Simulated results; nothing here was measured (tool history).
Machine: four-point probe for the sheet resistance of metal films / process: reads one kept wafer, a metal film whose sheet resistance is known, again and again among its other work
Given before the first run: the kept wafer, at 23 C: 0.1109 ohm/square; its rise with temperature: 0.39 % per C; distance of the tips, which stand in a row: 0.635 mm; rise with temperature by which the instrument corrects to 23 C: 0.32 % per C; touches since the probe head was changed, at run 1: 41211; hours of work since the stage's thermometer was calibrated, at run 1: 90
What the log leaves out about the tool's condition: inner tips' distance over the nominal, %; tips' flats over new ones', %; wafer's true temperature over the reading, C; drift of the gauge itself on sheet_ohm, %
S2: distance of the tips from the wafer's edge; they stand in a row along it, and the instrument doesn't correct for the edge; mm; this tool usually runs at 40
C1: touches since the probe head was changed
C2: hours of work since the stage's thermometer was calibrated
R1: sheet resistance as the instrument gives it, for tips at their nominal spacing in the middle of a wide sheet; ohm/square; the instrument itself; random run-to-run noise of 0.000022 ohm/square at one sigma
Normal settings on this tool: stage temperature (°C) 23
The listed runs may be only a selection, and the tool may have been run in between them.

Run 1, day 0.000: usual settings; C1 41211; C2 90. Result: R1 0.111105 ohm/square.
Run 2, day 4.012: usual settings; C1 44565; C2 148. Result: R1 0.111053 ohm/square.
Run 3, day 7.562: usual settings but stage temperature (°C) 21; C1 47531; C2 200. Result: R1 0.110882 ohm/square.
Run 4, day 10.246: usual settings but stage temperature (°C) 21; C1 49774; C2 239. Result: R1 0.110903 ohm/square.
Run 5, day 14.750: usual settings but stage temperature (°C) 21; C1 53539; C2 304. Result: R1 0.110950 ohm/square.
Run 6, day 20.204: usual settings; C1 58098; C2 383. Result: R1 0.111083 ohm/square.
Run 7, day 23.975: usual settings but S2 24 mm; C1 61248; C2 437. Result: R1 0.111114 ohm/square.
Run 8, day 26.658: usual settings but S2 24 mm; C1 63490; C2 476. Result: R1 0.111124 ohm/square.
Run 9, day 29.496: usual settings but S2 3 mm; C1 65863; C2 517. Result: R1 0.113680 ohm/square.
Run 10, day 34.671: usual settings but S2 16 mm; C1 70188; C2 592. Result: R1 0.111173 ohm/square.
Run 11, day 37.421: usual settings but stage temperature (°C) 26; C1 72486; C2 632. Result: R1 0.111324 ohm/square.
Run 12, day 42.942: usual settings; C1 77102; C2 712. Result: R1 0.111119 ohm/square.
Run 13, day 47.142: usual settings but S2 21 mm; C1 80612; C2 773. Result: R1 0.111157 ohm/square.
Run 14, day 50.754: usual settings but S2 21 mm; C1 83631; C2 825. Result: R1 0.111164 ohm/square.
Run 15, day 56.246: usual settings but S2 21 mm; C1 88221; C2 905. Result: R1 0.111147 ohm/square.
Run 16, day 61.492: usual settings; C1 92605; C2 981. Result: R1 0.111131 ohm/square.
Run 17, day 65.842: usual settings; C1 96240; C2 1044. Result: R1 0.111170 ohm/square.
Run 18, day 69.167: usual settings but stage temperature (°C) 31; C1 99021; C2 1092. Result: R1 0.111771 ohm/square.
Run 19, day 75.046: usual settings but stage temperature (°C) 35; C1 103932; C2 1177. Result: R1 0.112046 ohm/square.
Run 20, day 78.233: usual settings; C1 106596; C2 1223. Result: R1 0.111178 ohm/square.
At day 79.958: stage's thermometer calibrated.
Run 21, day 81.079: usual settings; C1 108959; C2 16. Result: R1 0.111161 ohm/square.
Run 22, day 84.954: usual settings but S2 74 mm; C1 112196; C2 72. Result: R1 0.111121 ohm/square.
Run 23, day 88.942: usual settings; C1 115530; C2 130. Result: R1 0.111151 ohm/square.
Run 24, day 92.958: usual settings but stage temperature (°C) 20, S2 11 mm; C1 118886; C2 188. Result: R1 0.111127 ohm/square.
At day 94.671: stage's thermometer calibrated, once more.
Run 25, day 95.983: usual settings but stage temperature (°C) 20, S2 11 mm; C1 121397; C2 19. Result: R1 0.111338 ohm/square.
Run 26, day 99.829: usual settings but stage temperature (°C) 20, S2 11 mm; C1 124611; C2 75. Result: R1 0.111326 ohm/square.
Run 27, day 104.629: usual settings but stage temperature (°C) 30, S2 37 mm; C1 128624; C2 144. Result: R1 0.111988 ohm/square.
Run 28, day 109.025: usual settings but stage temperature (°C) 34, S2 7 mm; C1 132299; C2 208. Result: R1 0.112768 ohm/square.
Run 29, day 114.608: usual settings but stage temperature (°C) 34, S2 7 mm; C1 136965; C2 289. Result: R1 0.112794 ohm/square.
Run 30, day 118.392: usual settings but stage temperature (°C) 25, S2 56 mm; C1 140126; C2 344. Result: R1 0.111598 ohm/square.
Run 31, day 123.754: usual settings but stage temperature (°C) 29, S2 20 mm; C1 144609; C2 421. Result: R1 0.111969 ohm/square.
Run 32, day 126.829: usual settings but stage temperature (°C) 30, S2 20 mm; C1 147178; C2 466. Result: R1 0.112027 ohm/square.
Run 33, day 132.233: usual settings but stage temperature (°C) 20, S2 5 mm; C1 151696; C2 544. Result: R1 0.112116 ohm/square.
Run 34, day 135.717: usual settings but stage temperature (°C) 20, S2 5 mm; C1 154606; C2 594. Result: R1 0.112121 ohm/square.
Run 35, day 139.542: usual settings but stage temperature (°C) 20, S2 5 mm; C1 157804; C2 650. Result: R1 0.112117 ohm/square.
Run 36, day 143.829: usual settings but stage temperature (°C) 26, S2 36 mm; C1 161388; C2 712. Result: R1 0.111697 ohm/square.
Run 37, day 149.683: usual settings but stage temperature (°C) 22, S2 8 mm; C1 166280; C2 797. Result: R1 0.111725 ohm/square.

Run 38 has not been measured yet. What should we expect?
Run 38, day 152.875: usual settings but stage temperature (°C) 22, S2 8 mm; C1 168946; C2 843. Result: R1 ?.

{"run 38": {"R1": 0.111743}}
With the hidden condition absent and the run-to-run variation left alone, this run would have shown R1 0.111192 ohm/square.
